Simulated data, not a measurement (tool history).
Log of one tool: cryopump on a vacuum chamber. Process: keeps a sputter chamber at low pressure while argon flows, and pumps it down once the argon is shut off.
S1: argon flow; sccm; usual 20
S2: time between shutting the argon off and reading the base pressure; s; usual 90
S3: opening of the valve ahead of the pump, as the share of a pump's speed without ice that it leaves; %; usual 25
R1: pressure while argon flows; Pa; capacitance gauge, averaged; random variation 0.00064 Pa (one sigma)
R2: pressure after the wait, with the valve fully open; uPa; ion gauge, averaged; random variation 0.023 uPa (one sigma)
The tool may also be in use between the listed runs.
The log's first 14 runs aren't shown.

run	hour	S1	S2	S3	R1	R2
15	950.6	20	90	15	0.176	3.98
# hour 1024.2: pump warmed up, emptied and cooled again
16	1058.9	20	90	15	0.1665	3.14
17	1163.4	20	90	15	0.1673	3.36
18	1257.7	20	90	15	0.1675	3.53
19	1317.8	20	90	15	0.1693	3.57
# hour 1336.5: leaking fittings of the chamber tightened, without venting
20	1390.2	20	90	15	0.1672	0.92
21	1442.8	34	90	34	0.1283	0.96
22	1545.1	22	80	25	0.1132	1.17
23	1593.3	22	80	25	0.114	1.18
24	1660.3	18	136	24	0.097	0.99
25	1740.5	18	136	24	0.0968	1.05
26	1789.4	18	136	24	0.0972	1.08
27	1846.7	19	90	41	0.0627	1.35
28	1940.6	19	90	41	0.0628	1.41
29	2033.4	19	90	41	0.0635	1.52
30	2084.8	19	90	41	0.0641	1.6
31	2144.1	19	90	41	0.0629	1.62
32	2222.1	19	90	41	0.0637	1.68
33	2268.3	29	21	27	0.145	3.78

5 ways to go on from here, each from the tool as it stands after run 33. What would each give?
A	2316.3	21	27	28	?	?
B	2316.3	10	129	28	?	?
C	2316.3	19	58	27	?	?
D	2316.3	36	179	25	?	?
E	2316.3	29	126	27	?	?

run	R1	R2
A	0.1013	3.22
B	0.0484	1.69
C	0.0949	2.18
D	0.194	1.52
E	0.1448	1.72
Without the tool's hidden state the same runs would have given:
run	R1	R2
A	0.093	2.19
B	0.0445	0.63
C	0.0874	1.15
D	0.18	0.48
E	0.1334	0.67
